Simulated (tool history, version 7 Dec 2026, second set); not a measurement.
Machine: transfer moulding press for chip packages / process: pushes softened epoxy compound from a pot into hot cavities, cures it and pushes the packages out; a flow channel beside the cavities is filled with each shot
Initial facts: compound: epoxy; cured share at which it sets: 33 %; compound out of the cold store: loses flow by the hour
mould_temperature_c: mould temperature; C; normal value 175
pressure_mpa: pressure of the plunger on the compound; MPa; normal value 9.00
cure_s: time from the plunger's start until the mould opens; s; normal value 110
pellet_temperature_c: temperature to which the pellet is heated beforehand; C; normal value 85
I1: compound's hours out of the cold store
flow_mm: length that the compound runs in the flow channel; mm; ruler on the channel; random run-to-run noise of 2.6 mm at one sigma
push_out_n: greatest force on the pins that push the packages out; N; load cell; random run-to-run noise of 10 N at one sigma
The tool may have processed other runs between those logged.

run 1 hour=0.0 | mould_temperature_c=175 pressure_mpa=9.00 cure_s=110 pellet_temperature_c=85 | I1=42.1 | flow_mm=567 push_out_n=468
run 2 hour=17.3 | mould_temperature_c=175 pressure_mpa=9.00 cure_s=110 pellet_temperature_c=85 | I1=31.1 | flow_mm=601 push_out_n=491
-- hour=28.2 cavities cleaned with cleaning compound and waxed
run 3 hour=34.4 | mould_temperature_c=175 pressure_mpa=9.00 cure_s=110 pellet_temperature_c=85 | I1=28.1 | flow_mm=613 push_out_n=489
run 4 hour=47.3 | mould_temperature_c=175 pressure_mpa=9.00 cure_s=110 pellet_temperature_c=85 | I1=27.0 | flow_mm=618 push_out_n=472
run 5 hour=58.3 | mould_temperature_c=180 pressure_mpa=9.00 cure_s=110 pellet_temperature_c=85 | I1=38.1 | flow_mm=564 push_out_n=431
run 6 hour=70.0 | mould_temperature_c=175 pressure_mpa=9.00 cure_s=110 pellet_temperature_c=85 | I1=9.2 | flow_mm=701 push_out_n=487
run 7 hour=79.5 | mould_temperature_c=175 pressure_mpa=8.07 cure_s=110 pellet_temperature_c=85 | I1=23.7 | flow_mm=593 push_out_n=479
-- hour=91.4 cavities cleaned with cleaning compound and waxed
run 8 hour=92.8 | mould_temperature_c=170 pressure_mpa=9.00 cure_s=110 pellet_temperature_c=85 | I1=18.3 | flow_mm=664 push_out_n=613
run 9 hour=104.6 | mould_temperature_c=170 pressure_mpa=9.00 cure_s=110 pellet_temperature_c=85 | I1=38.2 | flow_mm=585 push_out_n=562
run 10 hour=123.5 | mould_temperature_c=167 pressure_mpa=9.00 cure_s=110 pellet_temperature_c=85 | I1=31.8 | flow_mm=611 push_out_n=699
run 11 hour=142.6 | mould_temperature_c=167 pressure_mpa=9.00 cure_s=110 pellet_temperature_c=85 | I1=35.7 | flow_mm=598 push_out_n=647
-- hour=154.4 cavities cleaned with cleaning compound and waxed
-- hour=161.5 plunger's sealing rings changed
run 12 hour=163.1 | mould_temperature_c=167 pressure_mpa=9.00 cure_s=110 pellet_temperature_c=85 | I1=9.3 | flow_mm=716 push_out_n=748
run 13 hour=171.7 | mould_temperature_c=167 pressure_mpa=9.00 cure_s=110 pellet_temperature_c=85 | I1=24.6 | flow_mm=641 push_out_n=723
run 14 hour=180.5 | mould_temperature_c=175 pressure_mpa=9.00 cure_s=99 pellet_temperature_c=85 | I1=38.1 | flow_mm=571 push_out_n=542
run 15 hour=192.2 | mould_temperature_c=175 pressure_mpa=9.60 cure_s=99 pellet_temperature_c=85 | I1=30.1 | flow_mm=626 push_out_n=535
run 16 hour=203.9 | mould_temperature_c=174 pressure_mpa=9.00 cure_s=110 pellet_temperature_c=80 | I1=29.0 | flow_mm=606 push_out_n=505
run 17 hour=214.9 | mould_temperature_c=176 pressure_mpa=7.87 cure_s=94 pellet_temperature_c=94 | I1=22.7 | flow_mm=594 push_out_n=564
-- hour=219.3 cavities cleaned with cleaning compound and waxed
run 18 hour=236.2 | mould_temperature_c=176 pressure_mpa=7.87 cure_s=94 pellet_temperature_c=94 | I1=33.6 | flow_mm=552 push_out_n=548
run 19 hour=256.3 | mould_temperature_c=176 pressure_mpa=10.48 cure_s=94 pellet_temperature_c=91 | I1=34.3 | flow_mm=632 push_out_n=543
run 20 hour=275.5 | mould_temperature_c=176 pressure_mpa=10.48 cure_s=94 pellet_temperature_c=91 | I1=18.3 | flow_mm=705 push_out_n=587
-- hour=281.3 cavities cleaned with cleaning compound and waxed
run 21 hour=298.1 | mould_temperature_c=176 pressure_mpa=10.48 cure_s=94 pellet_temperature_c=91 | I1=41.2 | flow_mm=602 push_out_n=542
run 22 hour=316.2 | mould_temperature_c=176 pressure_mpa=10.48 cure_s=150 pellet_temperature_c=91 | I1=46.3 | flow_mm=583 push_out_n=422
run 23 hour=337.1 | mould_temperature_c=176 pressure_mpa=10.48 cure_s=150 pellet_temperature_c=91 | I1=34.3 | flow_mm=628 push_out_n=415
-- hour=343.1 cavities cleaned with cleaning compound and waxed
run 24 hour=355.9 | mould_temperature_c=181 pressure_mpa=9.70 cure_s=115 pellet_temperature_c=90 | I1=40.9 | flow_mm=570 push_out_n=422
run 25 hour=370.4 | mould_temperature_c=175 pressure_mpa=9.00 cure_s=109 pellet_temperature_c=85 | I1=44.3 | flow_mm=553 push_out_n=449
run 26 hour=381.8 | mould_temperature_c=172 pressure_mpa=9.00 cure_s=109 pellet_temperature_c=82 | I1=46.3 | flow_mm=545 push_out_n=517
run 27 hour=398.8 | mould_temperature_c=172 pressure_mpa=9.00 cure_s=109 pellet_temperature_c=82 | I1=26.4 | flow_mm=623 push_out_n=567
-- hour=405.5 cavities cleaned with cleaning compound and waxed
run 28 hour=409.0 | mould_temperature_c=175 pressure_mpa=7.39 cure_s=110 pellet_temperature_c=77 | I1=46.9 | flow_mm=486 push_out_n=460
run 29 hour=420.7 | mould_temperature_c=175 pressure_mpa=9.42 cure_s=103 pellet_temperature_c=85 | I1=16.8 | flow_mm=673 push_out_n=531

3 ways to go on from here, each from the tool as it stands after run 29. What would each give?
run A hour=438.3 | mould_temperature_c=178 pressure_mpa=9.42 cure_s=131 pellet_temperature_c=85 | I1=24.3 | flow_mm=? push_out_n=?
run B hour=438.3 | mould_temperature_c=179 pressure_mpa=9.00 cure_s=110 pellet_temperature_c=85 | I1=18.3 | flow_mm=? push_out_n=?
run C hour=438.3 | mould_temperature_c=175 pressure_mpa=10.33 cure_s=125 pellet_temperature_c=85 | I1=8.9 | flow_mm=? push_out_n=?

run=A flow_mm=640 push_out_n=401
run=B flow_mm=646 push_out_n=439
run=C flow_mm=751 push_out_n=431
Stripped of hidden state, with their random variation kept, the same runs would have yielded:
run=A flow_mm=640 push_out_n=399
run=B flow_mm=646 push_out_n=437
run=C flow_mm=751 push_out_n=428

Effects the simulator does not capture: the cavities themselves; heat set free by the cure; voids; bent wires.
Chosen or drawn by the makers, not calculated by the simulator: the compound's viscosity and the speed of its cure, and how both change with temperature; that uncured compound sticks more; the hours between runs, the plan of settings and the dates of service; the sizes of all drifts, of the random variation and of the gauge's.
